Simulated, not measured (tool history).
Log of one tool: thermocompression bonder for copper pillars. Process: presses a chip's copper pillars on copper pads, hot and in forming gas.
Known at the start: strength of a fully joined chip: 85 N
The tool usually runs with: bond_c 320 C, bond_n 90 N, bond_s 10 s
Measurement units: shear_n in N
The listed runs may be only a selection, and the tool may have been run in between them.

run	hour	bond_c	bond_n	bond_s	shear_n
1	0	320	90	10	39.5
2	16.7	320	90	10	41
3	39.2	320	90	10	39.1
4	62.1	320	90	10	40.8
5	77.2	320	90	10	39.9
6	90.6	320	90	10	39.3
7	110.3	320	90	10	38.8
8	132	320	90	10	38.9
9	156.5	320	90	10	38.3
10	176.5	348	78	15	51.2
11	187.6	327	124	23	63.2
12	201.8	337	90	10	44.8

Each row is a separate what-if for the run after 12, all from the same tool condition, not one after another. Results?
A	215	297	90	12	?
B	215	312	129	6	?
C	215	337	58	10	?
D	215	337	90	12	?
E	215	319	90	25	?

run	shear_n
A	31.6
B	38.5
C	33
D	46.6
E	50.5
With the hidden condition removed and each run's random variation left untouched, the same runs would have given:
run	shear_n
A	36.7
B	44.2
C	37.9
D	52.7
E	57.1
